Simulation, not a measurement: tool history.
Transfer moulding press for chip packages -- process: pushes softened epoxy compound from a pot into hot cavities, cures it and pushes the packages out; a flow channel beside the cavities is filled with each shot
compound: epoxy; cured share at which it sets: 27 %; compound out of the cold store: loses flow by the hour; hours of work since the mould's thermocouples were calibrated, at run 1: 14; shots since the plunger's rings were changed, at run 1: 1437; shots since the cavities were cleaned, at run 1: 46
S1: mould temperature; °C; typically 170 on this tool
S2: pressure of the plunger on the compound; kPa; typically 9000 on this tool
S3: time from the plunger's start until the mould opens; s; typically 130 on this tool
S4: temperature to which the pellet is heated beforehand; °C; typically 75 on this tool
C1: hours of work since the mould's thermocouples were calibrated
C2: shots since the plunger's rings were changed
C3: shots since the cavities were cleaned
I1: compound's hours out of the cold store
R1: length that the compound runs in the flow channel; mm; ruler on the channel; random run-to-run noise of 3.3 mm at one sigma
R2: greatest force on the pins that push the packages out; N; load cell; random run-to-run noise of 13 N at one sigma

run	day	S1	S2	S3	S4	C1	C2	C3	I1	R1	R2
1	0.000	170	9000	130	75	14	1437	46	26.2	494	706
2	0.458	170	9000	130	75	19	1509	118	36.1	473	775
3	1.196	170	9000	130	75	27	1624	233	13.8	516	880
4	1.504	170	9000	130	78	31	1672	281	45.7	451	865
5	2.012	170	9000	130	78	36	1752	361	45.0	455	909
6	2.358	170	9000	130	78	40	1805	414	17.7	506	1059
7	2.729	170	9000	130	78	44	1863	472	26.7	492	1063
8	3.079	170	9000	130	78	48	1918	527	24.0	488	1033
9	3.588	170	9000	130	75	54	1997	606	16.7	510	1131
10	4.029	170	9000	130	75	59	2066	675	8.5	530	1158
11	4.617	170	9000	130	75	65	2158	767	34.0	471	1114
# day 4.800: cavities cleaned with cleaning compound and waxed
12	5.362	170	9000	130	75	73	2265	88	42.3	452	691
13	5.842	162	9000	130	75	78	2340	163	43.4	468	1345
14	6.242	162	9000	130	75	82	2402	225	33.3	481	1456
15	6.604	172	9050	151	75	86	2458	281	22.6	493	683
16	6.958	170	8460	140	75	90	2514	337	34.8	451	858
17	7.538	170	9100	165	75	97	2604	427	46.1	448	783
18	8.158	170	7720	130	74	104	2701	524	42.2	420	1038
19	8.688	170	10200	151	68	110	2784	607	24.6	512	915
20	9.329	167	9000	130	74	117	2885	708	15.7	505	1404
21	9.658	167	8070	130	67	120	2936	759	24.5	468	1475
# day 9.892: cavities cleaned with cleaning compound and waxed
22	10.117	170	9000	130	69	125	2997	34	12.4	504	682
23	10.733	170	10380	130	72	132	3094	131	22.1	517	769
24	11.312	170	10380	130	72	138	3184	221	19.3	520	868
25	11.629	170	10380	130	72	142	3234	271	38.1	489	890
26	12.000	173	10380	130	68	146	3292	329	30.7	491	814
27	12.688	173	10380	130	68	153	3399	436	46.7	459	876

Each row is a separate what-if for the run after 27, all from the same tool condition, not one after another. Results?
A	13.212	170	9000	131	75	159	3481	518	8.9	?	?
B	13.212	171	9000	130	75	159	3481	518	13.5	?	?
C	13.212	170	8640	120	75	159	3481	518	13.7	?	?
D	13.212	173	10870	128	68	159	3481	518	25.6	?	?

run	R1	R2
A	505	1064
B	492	1037
C	491	1261
D	519	942
Without the tool's hidden state the same runs would have given:
run	R1	R2
A	540	590
B	526	576
C	525	704
D	555	525

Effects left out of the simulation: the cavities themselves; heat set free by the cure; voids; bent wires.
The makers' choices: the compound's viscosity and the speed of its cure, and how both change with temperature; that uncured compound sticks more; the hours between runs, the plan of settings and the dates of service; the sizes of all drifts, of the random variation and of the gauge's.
